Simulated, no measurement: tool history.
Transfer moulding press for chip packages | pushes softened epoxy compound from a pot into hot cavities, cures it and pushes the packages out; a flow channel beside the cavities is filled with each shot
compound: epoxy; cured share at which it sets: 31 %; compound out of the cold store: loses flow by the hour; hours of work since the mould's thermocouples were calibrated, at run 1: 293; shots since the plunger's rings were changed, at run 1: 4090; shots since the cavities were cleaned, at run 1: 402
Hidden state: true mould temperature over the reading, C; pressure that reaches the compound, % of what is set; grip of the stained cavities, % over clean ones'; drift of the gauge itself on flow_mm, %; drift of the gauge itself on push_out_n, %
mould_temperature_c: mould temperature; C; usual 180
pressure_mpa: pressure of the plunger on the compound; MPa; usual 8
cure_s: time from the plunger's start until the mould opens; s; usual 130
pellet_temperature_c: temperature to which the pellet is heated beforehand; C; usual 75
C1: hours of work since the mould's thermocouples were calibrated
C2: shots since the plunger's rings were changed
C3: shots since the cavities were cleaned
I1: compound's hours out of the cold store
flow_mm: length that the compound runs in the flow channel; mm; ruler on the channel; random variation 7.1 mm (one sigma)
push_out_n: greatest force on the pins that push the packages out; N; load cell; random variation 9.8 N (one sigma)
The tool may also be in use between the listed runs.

Run 1, hour 0: usual settings; C1 293; C2 4090; C3 402; I1 17.5. Result: flow_mm 769 mm, push_out_n 772 N.
At hour 16.4: cavities cleaned with cleaning compound and waxed.
Run 2, hour 19.8: usual settings but cure_s 165 s; C1 305; C2 4276; C3 34; I1 23.9. Result: flow_mm 752 mm, push_out_n 396 N.
Run 3, hour 28.8: usual settings but cure_s 138 s; C1 311; C2 4368; C3 126; I1 38.5. Result: flow_mm 722 mm, push_out_n 522 N.
Run 4, hour 42.5: usual settings but cure_s 138 s; C1 320; C2 4507; C3 265; I1 45.1. Result: flow_mm 707 mm, push_out_n 600 N.
Run 5, hour 52.1: usual settings but cure_s 138 s; C1 326; C2 4604; C3 362; I1 47.5. Result: flow_mm 694 mm, push_out_n 674 N.
At hour 63.6: plunger's sealing rings changed.
Run 6, hour 69.2: usual settings but cure_s 138 s, pellet_temperature_c 69 C; C1 336; C2 57; C3 511; I1 19.6. Result: flow_mm 832 mm, push_out_n 704 N.
At hour 74.4: cavities cleaned with cleaning compound and waxed.
Run 7, hour 82.9: usual settings but cure_s 138 s, pellet_temperature_c 69 C; C1 344; C2 180; C3 86; I1 37.9. Result: flow_mm 780 mm, push_out_n 508 N.
Run 8, hour 92: usual settings but cure_s 138 s, pellet_temperature_c 69 C; C1 350; C2 273; C3 179; I1 31.4. Result: flow_mm 800 mm, push_out_n 582 N.
Run 9, hour 100.9: usual settings but cure_s 138 s, pellet_temperature_c 69 C; C1 356; C2 364; C3 270; I1 11.2. Result: flow_mm 846 mm, push_out_n 644 N.
Run 10, hour 113.1: usual settings but cure_s 138 s, pellet_temperature_c 69 C; C1 364; C2 487; C3 393; I1 18.8. Result: flow_mm 836 mm, push_out_n 711 N.
Run 11, hour 124.4: usual settings but cure_s 138 s, pellet_temperature_c 69 C; C1 371; C2 602; C3 508; I1 26.2. Result: flow_mm 819 mm, push_out_n 734 N.
At hour 129.9: cavities cleaned with cleaning compound and waxed.
Run 12, hour 135.8: usual settings but cure_s 138 s, pellet_temperature_c 69 C; C1 378; C2 703; C3 60; I1 20. Result: flow_mm 810 mm, push_out_n 486 N.
Run 13, hour 150.3: usual settings but cure_s 138 s, pellet_temperature_c 69 C; C1 388; C2 850; C3 207; I1 39. Result: flow_mm 765 mm, push_out_n 580 N.
Run 14, hour 158.9: usual settings but cure_s 138 s, pellet_temperature_c 69 C; C1 393; C2 938; C3 295; I1 13.2. Result: flow_mm 828 mm, push_out_n 669 N.
Run 15, hour 171.7: usual settings but pressure_mpa 6.81 MPa; C1 402; C2 1068; C3 425; I1 34.2. Result: flow_mm 724 mm, push_out_n 764 N.
At hour 186.2: cavities cleaned with cleaning compound and waxed.
Run 16, hour 192: usual settings but mould_temperature_c 184 C, pellet_temperature_c 72 C; C1 414; C2 1259; C3 59; I1 41.6. Result: flow_mm 745 mm, push_out_n 447 N.
Run 17, hour 211.5: usual settings but mould_temperature_c 187 C, pressure_mpa 6.05 MPa, pellet_temperature_c 72 C; C1 427; C2 1457; C3 257; I1 47.6. Result: flow_mm 623 mm, push_out_n 545 N.
Run 18, hour 221.7: usual settings but mould_temperature_c 187 C, pressure_mpa 6.05 MPa, pellet_temperature_c 72 C; C1 434; C2 1561; C3 361; I1 40.1. Result: flow_mm 640 mm, push_out_n 598 N.
Run 19, hour 238.8: usual settings but mould_temperature_c 182 C, pressure_mpa 8.46 MPa, cure_s 111 s, pellet_temperature_c 83 C; C1 445; C2 1733; C3 533; I1 37.4. Result: flow_mm 771 mm, push_out_n 938 N.
At hour 242: cavities cleaned with cleaning compound and waxed.
Run 20, hour 254.6: usual settings but mould_temperature_c 178 C, pressure_mpa 8.24 MPa, cure_s 140 s, pellet_temperature_c 67 C; C1 455; C2 1879; C3 128; I1 26.4. Result: flow_mm 811 mm, push_out_n 571 N.
Run 21, hour 265.3: usual settings but mould_temperature_c 178 C, pressure_mpa 8.24 MPa, cure_s 159 s, pellet_temperature_c 67 C; C1 462; C2 1988; C3 237; I1 46. Result: flow_mm 746 mm, push_out_n 576 N.
Run 22, hour 275.5: usual settings but mould_temperature_c 178 C, pressure_mpa 8.24 MPa, cure_s 159 s, pellet_temperature_c 67 C; C1 468; C2 2092; C3 341; I1 11.8. Result: flow_mm 826 mm, push_out_n 660 N.
Run 23, hour 286.4: usual settings but mould_temperature_c 178 C, pressure_mpa 8.24 MPa, cure_s 159 s, pellet_temperature_c 67 C; C1 476; C2 2202; C3 451; I1 31.8. Result: flow_mm 788 mm, push_out_n 659 N.
At hour 297.8: cavities cleaned with cleaning compound and waxed.
Run 24, hour 300.9: usual settings but mould_temperature_c 186 C; C1 484; C2 2335; C3 32; I1 46. Result: flow_mm 718 mm, push_out_n 419 N.
Run 25, hour 311.6: usual settings but mould_temperature_c 186 C; C1 491; C2 2443; C3 140; I1 22.1. Result: flow_mm 763 mm, push_out_n 501 N.
Run 26, hour 326: usual settings but mould_temperature_c 186 C, pellet_temperature_c 81 C; C1 501; C2 2589; C3 286; I1 40.2. Result: flow_mm 729 mm, push_out_n 576 N.
Run 27, hour 334.4: usual settings but mould_temperature_c 186 C, pellet_temperature_c 81 C; C1 506; C2 2674; C3 371; I1 45. Result: flow_mm 726 mm, push_out_n 612 N.
Run 28, hour 349.5: usual settings but mould_temperature_c 186 C, pellet_temperature_c 81 C; C1 516; C2 2828; C3 525; I1 24.5. Result: flow_mm 760 mm, push_out_n 689 N.

How the hidden state differs across the entries between the runs, from the last listed run before each to the first after it:
Between runs 1 and 2: cavities cleaned with cleaning compound and waxed (hour 16.4)
  true mould temperature over the reading, C: -0.59 -> -0.61; pressure that reaches the compound, % of what is set: 86.47 -> 85.87; grip of the stained cavities, % over clean ones': 62.4 -> 8
  measured less the result without the state, flow_mm: -56 -> -58 mm; push_out_n: +305 -> +32 N
Between runs 5 and 6: plunger's sealing rings changed (hour 63.6)
  true mould temperature over the reading, C: -0.64 -> -0.65; pressure that reaches the compound, % of what is set: 84.78 -> 99.67; grip of the stained cavities, % over clean ones': 58.1 -> 73.4
  measured less the result without the state, flow_mm: -58 -> +1 mm; push_out_n: +254 -> +311 N
Between runs 6 and 7: cavities cleaned with cleaning compound and waxed (hour 74.4)
  true mould temperature over the reading, C: -0.65 -> -0.67; pressure that reaches the compound, % of what is set: 99.67 -> 99.25; grip of the stained cavities, % over clean ones': 73.4 -> 19.6
  measured less the result without the state, flow_mm: +1 -> -2 mm; push_out_n: +311 -> +92 N
Between runs 11 and 12: cavities cleaned with cleaning compound and waxed (hour 129.9)
  true mould temperature over the reading, C: -0.7 -> -0.71; pressure that reaches the compound, % of what is set: 97.84 -> 97.52; grip of the stained cavities, % over clean ones': 73.3 -> 15.3
  measured less the result without the state, flow_mm: -7 -> -8 mm; push_out_n: +319 -> +75 N
Between runs 15 and 16: cavities cleaned with cleaning compound and waxed (hour 186.2)
  true mould temperature over the reading, C: -0.75 -> -0.77; pressure that reaches the compound, % of what is set: 96.27 -> 95.64; grip of the stained cavities, % over clean ones': 67.2 -> 13.5
  measured less the result without the state, flow_mm: -12 -> -15 mm; push_out_n: +321 -> +58 N
Between runs 19 and 20: cavities cleaned with cleaning compound and waxed (hour 242)
  true mould temperature over the reading, C: -0.81 -> -0.82; pressure that reaches the compound, % of what is set: 94.01 -> 93.54; grip of the stained cavities, % over clean ones': 74.2 -> 24.8
  measured less the result without the state, flow_mm: -23 -> -25 mm; push_out_n: +424 -> +130 N
Between runs 23 and 24: cavities cleaned with cleaning compound and waxed (hour 297.8)
  true mould temperature over the reading, C: -0.85 -> -0.87; pressure that reaches the compound, % of what is set: 92.41 -> 92.01; grip of the stained cavities, % over clean ones': 67.1 -> 7.6
  measured less the result without the state, flow_mm: -30 -> -28 mm; push_out_n: +272 -> +34 N
